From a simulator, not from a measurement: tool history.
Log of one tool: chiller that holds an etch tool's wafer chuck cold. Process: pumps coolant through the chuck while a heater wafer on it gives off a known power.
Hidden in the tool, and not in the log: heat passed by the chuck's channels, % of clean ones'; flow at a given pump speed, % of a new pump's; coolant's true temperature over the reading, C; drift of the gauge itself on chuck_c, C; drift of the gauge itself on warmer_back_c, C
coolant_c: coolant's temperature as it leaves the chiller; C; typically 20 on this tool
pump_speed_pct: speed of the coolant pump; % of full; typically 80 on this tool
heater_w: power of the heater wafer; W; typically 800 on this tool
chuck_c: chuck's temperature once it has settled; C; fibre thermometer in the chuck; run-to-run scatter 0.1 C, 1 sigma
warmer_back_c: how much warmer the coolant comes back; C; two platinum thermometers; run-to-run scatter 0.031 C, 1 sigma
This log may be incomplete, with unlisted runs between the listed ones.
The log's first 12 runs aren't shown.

run,hour,coolant_c,pump_speed_pct,heater_w,hours since the coolant was changed and the channels were flushed,hours since the pump was overhauled,hours since the chiller's thermometer was calibrated,chuck_c,warmer_back_c
13,377.6,20,80,800,3108,1810,1486,28.3,2.36
14,413.1,20,80,800,3143,1845,1521,28.3,2.34
15,447.3,25,80,800,3178,1880,1556,33.1,2.36
16,469.3,25,80,800,3200,1902,1578,33.2,2.35
17,489,20,62,800,3219,1921,1597,30,3.16
18,522.5,28,95,800,3253,1955,1631,35.2,1.92
19,564.6,28,95,800,3295,1997,1673,35.2,1.91
20,594.6,23,61,698,3325,2027,1703,32,2.8
21,614.4,11,61,698,3345,2047,1723,20,2.87
22,644.4,12,61,698,3375,2077,1753,20.8,2.84
23,671.5,26,64,800,3402,2104,1780,35.9,3.05
24,702.4,26,64,800,3433,2135,1811,36,3.05
25,735.7,11,90,544,3466,2168,1844,16.1,1.38
26,762.1,20,100,1064,3492,2194,1870,29.4,2.48
27,802.8,11,96,1116,3533,2235,1911,21,2.71
28,843.5,11,96,1116,3574,2276,1952,21,2.71
29,884.3,13,81,606,3615,2317,1993,19.3,1.76
30,910.9,13,67,718,3641,2343,2019,21.5,2.66
31,946.2,13,67,718,3676,2379,2054,21.6,2.61
32,964.6,13,67,718,3695,2397,2073,21.6,2.65
33,1004.9,13,67,718,3735,2437,2113,21.7,2.61

Below are 3 alternative next runs, each starting from the tool's condition after run 33. Predict each:
A,1031.8,22,67,868,3762,2464,2140,?,?
B,1031.8,16,62,451,3762,2464,2140,?,?
C,1031.8,14,80,882,3762,2464,2140,?,?

run,chuck_c,warmer_back_c
A,32.5,3.21
B,21.7,1.77
C,23.1,2.66
With no hidden state in the tool, these same runs would have given:
run,chuck_c,warmer_back_c
A,31.8,3.09
B,21.4,1.7
C,22.5,2.56
